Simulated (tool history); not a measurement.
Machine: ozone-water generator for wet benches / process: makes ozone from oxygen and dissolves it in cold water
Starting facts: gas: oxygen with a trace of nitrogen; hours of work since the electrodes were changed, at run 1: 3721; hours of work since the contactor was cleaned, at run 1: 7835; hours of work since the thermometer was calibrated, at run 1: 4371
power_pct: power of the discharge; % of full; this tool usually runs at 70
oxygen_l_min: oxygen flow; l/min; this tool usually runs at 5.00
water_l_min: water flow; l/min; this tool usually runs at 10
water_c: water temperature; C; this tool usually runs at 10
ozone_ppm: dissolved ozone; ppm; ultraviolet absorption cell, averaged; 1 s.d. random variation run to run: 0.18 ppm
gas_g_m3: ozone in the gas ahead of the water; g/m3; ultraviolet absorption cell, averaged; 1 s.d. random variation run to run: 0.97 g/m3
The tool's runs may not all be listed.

| run | day | power_pct | oxygen_l_min | water_l_min | water_c | hours of work since the electrodes were changed | hours of work since the contactor was cleaned | hours of work since the thermometer was calibrated | ozone_ppm | gas_g_m3 |
|---|---|---|---|---|---|---|---|---|---|---|
| 1 | 0.000 | 70 | 5.00 | 10 | 10 | 3721 | 7835 | 4371 | 20.7 | 157.4 |
| 2 | 3.925 | 70 | 5.00 | 10 | 10 | 3781 | 7896 | 4431 | 20.7 | 158.3 |
|  | 6.750 | water thermometer calibrated |
| 3 | 8.921 | 48 | 5.00 | 10 | 10 | 3858 | 7973 | 33 | 15.8 | 118.5 |
| 4 | 15.571 | 48 | 5.00 | 10 | 10 | 3960 | 8075 | 136 | 15.5 | 118.3 |
| 5 | 21.033 | 48 | 5.00 | 10 | 10 | 4044 | 8159 | 220 | 15.5 | 117.4 |
| 6 | 25.508 | 70 | 2.53 | 10 | 10 | 4113 | 8228 | 289 | 22.3 | 241.7 |
| 7 | 30.004 | 70 | 2.53 | 10 | 10 | 4183 | 8297 | 358 | 22.2 | 241.2 |
| 8 | 36.208 | 70 | 2.53 | 10 | 7 | 4278 | 8393 | 454 | 23.0 | 240.3 |
| 9 | 39.679 | 70 | 5.00 | 10 | 10 | 4332 | 8447 | 507 | 20.9 | 155.3 |
| 10 | 44.783 | 70 | 5.00 | 10 | 15 | 4410 | 8525 | 586 | 18.7 | 155.5 |
| 11 | 49.258 | 70 | 5.00 | 10 | 15 | 4479 | 8594 | 655 | 18.5 | 155.9 |
| 12 | 53.962 | 70 | 5.00 | 10 | 8 | 4552 | 8667 | 727 | 21.0 | 154.6 |
| 13 | 57.367 | 70 | 5.00 | 10 | 10 | 4604 | 8719 | 780 | 20.0 | 154.8 |
| 14 | 60.675 | 70 | 5.00 | 10 | 10 | 4655 | 8770 | 831 | 20.4 | 155.8 |
| 15 | 63.696 | 70 | 5.00 | 10 | 10 | 4702 | 8817 | 877 | 20.2 | 155.8 |
| 16 | 69.783 | 70 | 5.00 | 10 | 10 | 4796 | 8910 | 971 | 20.4 | 154.5 |
| 17 | 74.162 | 70 | 5.00 | 10 | 10 | 4863 | 8978 | 1039 | 20.2 | 154.6 |
| 18 | 78.312 | 80 | 5.00 | 10 | 10 | 4927 | 9042 | 1103 | 22.0 | 170.1 |
| 19 | 84.333 | 80 | 5.00 | 10 | 10 | 5020 | 9135 | 1195 | 21.9 | 171.9 |
| 20 | 90.433 | 75 | 6.23 | 10 | 9 | 5114 | 9229 | 1289 | 20.4 | 140.5 |
| 21 | 94.775 | 75 | 6.23 | 10 | 9 | 5181 | 9295 | 1356 | 20.4 | 142.0 |
| 22 | 100.817 | 67 | 5.00 | 10 | 10 | 5274 | 9389 | 1449 | 19.4 | 148.7 |
| 23 | 106.838 | 67 | 5.00 | 10 | 10 | 5366 | 9481 | 1542 | 19.3 | 147.7 |
| 24 | 112.371 | 67 | 5.00 | 10 | 10 | 5452 | 9567 | 1627 | 19.1 | 147.3 |
| 25 | 116.925 | 56 | 2.60 | 10 | 6 | 5522 | 9637 | 1698 | 18.9 | 195.8 |
| 26 | 120.783 | 56 | 2.89 | 12 | 5 | 5581 | 9696 | 1757 | 16.3 | 184.6 |
| 27 | 126.700 | 90 | 8.17 | 12 | 5 | 5673 | 9787 | 1848 | 20.3 | 134.3 |
| 28 | 132.679 | 70 | 3.21 | 10 | 17 | 5765 | 9879 | 1940 | 18.7 | 203.0 |
| 29 | 136.546 | 70 | 3.21 | 10 | 17 | 5824 | 9939 | 2000 | 19.0 | 200.0 |
| 30 | 139.296 | 70 | 3.21 | 10 | 17 | 5867 | 9981 | 2042 | 18.6 | 200.1 |
|  | 142.488 | contactor cleaned |
| 31 | 144.912 | 70 | 3.21 | 10 | 17 | 5951 | 37 | 2126 | 21.0 | 202.1 |
| 32 | 151.608 | 70 | 3.21 | 10 | 17 | 6054 | 141 | 2229 | 20.8 | 200.4 |

Subtracting, for every run, the result it would have given without the tool's unlogged condition from the measured result gives the following. The same run-to-run variation enters both numbers; the gauge's scatter may not:
The tool's hidden condition here consists of: yield of the discharge, % of new electrodes'; contactor's efficiency, % of a clean one's; true water temperature over the reading, C; drift of the gauge itself on ozone_ppm, %; drift of the gauge itself on gas_g_m3, %.
| run | ozone_ppm | gas_g_m3 |
|---|---|---|
| 1 | -3.7 | -9.8 |
| 2 | -3.7 | -9.9 |
| 3 | -2.4 | -5.4 |
| 4 | -2.5 | -5.5 |
| 5 | -2.5 | -5.6 |
| 6 | -4.2 | -16.6 |
| 7 | -4.3 | -16.9 |
| 8 | -4.4 | -17.3 |
| 9 | -4.0 | -11.3 |
| 10 | -3.6 | -11.6 |
| 11 | -3.8 | -11.8 |
| 12 | -4.3 | -11.9 |
| 13 | -4.2 | -12.1 |
| 14 | -4.2 | -12.3 |
| 15 | -4.2 | -12.3 |
| 16 | -4.3 | -12.7 |
| 17 | -4.3 | -12.8 |
| 18 | -5.0 | -15.9 |
| 19 | -5.1 | -16.2 |
| 20 | -4.7 | -13.1 |
| 21 | -4.7 | -13.3 |
| 22 | -4.4 | -13.1 |
| 23 | -4.5 | -13.2 |
| 24 | -4.5 | -13.3 |
| 25 | -4.1 | -15.5 |
| 26 | -3.7 | -14.6 |
| 27 | -5.7 | -15.8 |
| 28 | -4.7 | -20.1 |
| 29 | -4.8 | -20.2 |
| 30 | -4.7 | -20.4 |
| 31 | -2.3 | -20.9 |
| 32 | -2.5 | -21.2 |
